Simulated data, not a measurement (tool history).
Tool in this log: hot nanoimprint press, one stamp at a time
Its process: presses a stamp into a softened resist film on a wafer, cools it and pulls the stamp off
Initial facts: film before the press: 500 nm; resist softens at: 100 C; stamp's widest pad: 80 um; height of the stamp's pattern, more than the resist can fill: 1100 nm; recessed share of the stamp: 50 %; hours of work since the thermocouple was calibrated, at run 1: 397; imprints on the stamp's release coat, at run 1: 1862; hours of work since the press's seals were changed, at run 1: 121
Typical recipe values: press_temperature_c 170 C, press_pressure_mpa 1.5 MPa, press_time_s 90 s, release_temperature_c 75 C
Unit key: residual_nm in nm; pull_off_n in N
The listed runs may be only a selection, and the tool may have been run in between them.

| run | hour | press_temperature_c | press_pressure_mpa | press_time_s | release_temperature_c | hours of work since the thermocouple was calibrated | imprints on the stamp's release coat | hours of work since the press's seals were changed | residual_nm | pull_off_n |
|---|---|---|---|---|---|---|---|---|---|---|
| 1 | 0 | 170 | 1.5 | 90 | 75 | 397 | 1862 | 121 | 257.6 | 218 |
| 2 | 9.3 | 170 | 1.5 | 90 | 81 | 403 | 1905 | 127 | 260.4 | 181 |
| 3 | 20.6 | 170 | 1.5 | 90 | 81 | 411 | 1958 | 135 | 260.3 | 192 |
| 4 | 27.6 | 170 | 1.5 | 88 | 81 | 416 | 1991 | 140 | 260.1 | 195 |
| 5 | 32.7 | 170 | 1.5 | 90 | 75 | 419 | 2015 | 144 | 262.5 | 226 |
| 6 | 38.7 | 170 | 1.5 | 90 | 75 | 424 | 2043 | 148 | 260.9 | 227 |
| 7 | 43.9 | 170 | 1.5 | 59 | 75 | 427 | 2068 | 151 | 298.6 | 222 |
| 8 | 52.7 | 170 | 1.5 | 90 | 75 | 433 | 2109 | 158 | 258.5 | 228 |
| 9 | 61.7 | 170 | 1.8 | 90 | 75 | 440 | 2151 | 164 | 241 | 222 |
| 10 | 66.9 | 170 | 1.5 | 90 | 75 | 443 | 2175 | 167 | 262.1 | 222 |
|  | 73.9 | plate thermocouple calibrated |
| 11 | 76.6 | 170 | 1.5 | 90 | 75 | 2 | 2207 | 172 | 279.6 | 234 |
| 12 | 86 | 179 | 1.5 | 90 | 75 | 8 | 2251 | 179 | 180 | 244 |
|  | 94.7 | stamp cleaned and given a new release coat |
| 13 | 97.9 | 179 | 1.5 | 90 | 75 | 12 | 15 | 183 | 179.6 | 155 |
| 14 | 103.7 | 179 | 1.5 | 90 | 75 | 17 | 43 | 187 | 179.2 | 156 |
| 15 | 115 | 179 | 1.5 | 90 | 75 | 24 | 96 | 195 | 179.6 | 161 |
| 16 | 124.6 | 179 | 1.5 | 90 | 75 | 31 | 140 | 201 | 180.2 | 159 |
| 17 | 134.4 | 170 | 2.07 | 90 | 66 | 38 | 187 | 208 | 242.7 | 198 |
|  | 143.5 | plate thermocouple calibrated, once more |
| 18 | 144.8 | 182 | 1.47 | 102 | 65 | 1 | 221 | 213 | 128.2 | 193 |
| 19 | 151.5 | 181 | 0.97 | 141 | 79 | 6 | 252 | 218 | 147.5 | 140 |
| 20 | 159.4 | 181 | 0.97 | 141 | 79 | 11 | 290 | 224 | 146.3 | 140 |
| 21 | 171 | 170 | 1.07 | 67 | 79 | 19 | 344 | 232 | 305.9 | 141 |
| 22 | 178.6 | 170 | 1.07 | 67 | 70 | 24 | 380 | 237 | 309 | 180 |
| 23 | 188.9 | 170 | 1.07 | 67 | 70 | 32 | 428 | 244 | 305.9 | 178 |
| 24 | 196.7 | 180 | 1.83 | 90 | 79 | 37 | 464 | 250 | 134.4 | 146 |
| 25 | 205.9 | 170 | 2.2 | 95 | 61 | 43 | 508 | 256 | 197.9 | 215 |
| 26 | 217 | 170 | 2.2 | 95 | 61 | 51 | 560 | 264 | 198.9 | 214 |
| 27 | 227.1 | 176 | 2.2 | 137 | 61 | 58 | 607 | 271 | 124.7 | 226 |
| 28 | 238.9 | 160 | 1.5 | 110 | 82 | 66 | 662 | 279 | 354.6 | 142 |
| 29 | 248.4 | 171 | 1.47 | 139 | 65 | 73 | 707 | 286 | 198.3 | 210 |

Pick out some run-to-run changes in residual_nm. Of each, how much would a tool without hidden state show as well, from the settings, what came in and chance, and how much is left for the hidden state and any gauge scatter not in both results compared?
Hidden conditions of the tool in this case: true temperature over the reading, C; pressure that arrives at the usual setting, %; grip of the stamp's worn release coat, % over a new coat's; drift of the gauge itself on residual_nm, %; drift of the gauge itself on pull_off_n, %.
Run 10 -> 11: plate thermocouple calibrated. residual_nm +17.5 nm: hidden state +15.9, all else +1.6.
Run 17 -> 18: press_temperature_c 170 -> 182, press_pressure_mpa 2.07 -> 1.47, press_time_s 90 -> 102, release_temperature_c 66 -> 65, plate thermocouple calibrated, once more. residual_nm -114.5 nm: hidden state -36.6, all else -77.9.
Run 23 -> 24: press_temperature_c 170 -> 180, press_pressure_mpa 1.07 -> 1.83, press_time_s 67 -> 90, release_temperature_c 70 -> 79. residual_nm -171.5 nm: hidden state -1.1, all else -170.4.
Run 27 -> 28: press_temperature_c 176 -> 160, press_pressure_mpa 2.2 -> 1.5, press_time_s 137 -> 110, release_temperature_c 61 -> 82. residual_nm +229.9 nm: hidden state +2.6, all else +227.3.
